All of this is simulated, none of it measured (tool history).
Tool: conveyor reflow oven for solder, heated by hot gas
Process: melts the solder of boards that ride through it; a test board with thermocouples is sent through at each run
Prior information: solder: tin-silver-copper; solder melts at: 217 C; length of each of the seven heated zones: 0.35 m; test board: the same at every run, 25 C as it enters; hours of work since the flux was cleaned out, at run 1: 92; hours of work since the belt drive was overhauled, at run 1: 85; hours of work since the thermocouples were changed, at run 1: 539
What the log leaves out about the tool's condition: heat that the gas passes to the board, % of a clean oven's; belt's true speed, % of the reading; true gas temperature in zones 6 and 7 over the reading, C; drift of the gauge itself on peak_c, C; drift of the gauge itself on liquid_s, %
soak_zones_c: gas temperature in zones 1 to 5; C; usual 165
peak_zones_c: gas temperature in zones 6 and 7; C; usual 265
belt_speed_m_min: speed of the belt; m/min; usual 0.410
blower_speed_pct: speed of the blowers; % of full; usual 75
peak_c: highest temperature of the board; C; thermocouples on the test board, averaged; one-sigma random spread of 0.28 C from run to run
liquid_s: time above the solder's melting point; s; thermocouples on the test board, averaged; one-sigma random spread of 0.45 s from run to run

run	hour	soak_zones_c	peak_zones_c	belt_speed_m_min	blower_speed_pct	hours of work since the flux was cleaned out	hours of work since the belt drive was overhauled	hours of work since the thermocouples were changed	peak_c	liquid_s
1	0.0	165	265	0.410	75	92	85	539	255.1	76.9
2	10.4	165	265	0.410	75	97	90	544	254.7	78.6
3	20.1	165	265	0.410	75	102	94	548	254.6	77.0
4	31.6	165	265	0.410	75	107	100	554	254.6	77.9
5	38.6	165	265	0.410	75	111	103	557	255.1	77.4
6	45.0	165	268	0.410	75	114	106	560	257.3	79.6
7	54.1	165	268	0.410	75	118	111	564	257.6	79.8
8	62.7	165	260	0.410	75	122	115	568	250.6	73.2
9	74.3	165	260	0.410	75	127	120	574	249.7	73.7
10	84.6	165	277	0.410	75	132	125	579	266.0	85.3
11	95.7	165	277	0.410	75	137	130	584	266.0	85.8
12	109.5	165	265	0.410	75	144	137	590	255.2	77.0
13	117.5	165	265	0.410	75	148	140	594	255.5	78.0
14	129.9	165	265	0.410	75	154	146	600	255.2	78.0
15	143.9	165	265	0.410	75	160	153	607	255.1	77.0
16	152.9	165	265	0.410	75	165	157	611	254.9	76.7
17	159.4	167	258	0.410	57	168	160	614	244.9	66.5
18	170.7	167	258	0.410	57	173	166	619	244.8	67.5
19	183.9	165	265	0.367	57	179	172	626	254.0	85.5
20	197.8	165	274	0.410	52	186	178	632	257.2	77.9
# hour 203.8: flux residue cleaned out of gas plates and filters
21	210.6	155	265	0.333	75	3	182	636	259.0	98.0
22	224.8	155	265	0.333	75	10	189	643	259.1	97.1
23	231.2	160	265	0.333	75	13	192	646	259.0	99.5
24	244.0	160	265	0.333	75	19	198	652	259.4	100.0
25	254.2	160	265	0.333	75	24	203	657	259.6	99.7
# hour 266.0: flux residue cleaned out of gas plates and filters, once more
26	268.3	160	265	0.333	75	1	207	661	260.3	100.7
27	281.8	160	265	0.333	75	7	213	667	259.9	100.5
28	288.9	160	265	0.333	75	11	217	671	259.7	101.7
29	300.4	160	265	0.333	75	16	222	676	260.3	100.6
30	312.4	165	265	0.455	72	22	228	682	252.3	67.4

Each row is a separate what-if for the run after 30, all from the same tool condition, not one after another. Results?
A	325.3	165	265	0.450	82	28	234	688	?	?
B	325.3	165	258	0.469	52	28	234	688	?	?
C	325.3	165	277	0.455	72	28	234	688	?	?
D	325.3	170	270	0.455	64	28	234	688	?	?
E	325.3	165	265	0.410	76	28	234	688	?	?

run	peak_c	liquid_s
A	254.7	70.2
B	239.4	48.4
C	262.4	75.3
D	255.6	71.1
E	255.4	78.5
Take away the tool's hidden state, keep each run's random variation, and the runs would have read:
run	peak_c	liquid_s
A	253.1	68.7
B	237.9	46.3
C	260.9	74.0
D	254.1	69.5
E	253.9	76.9
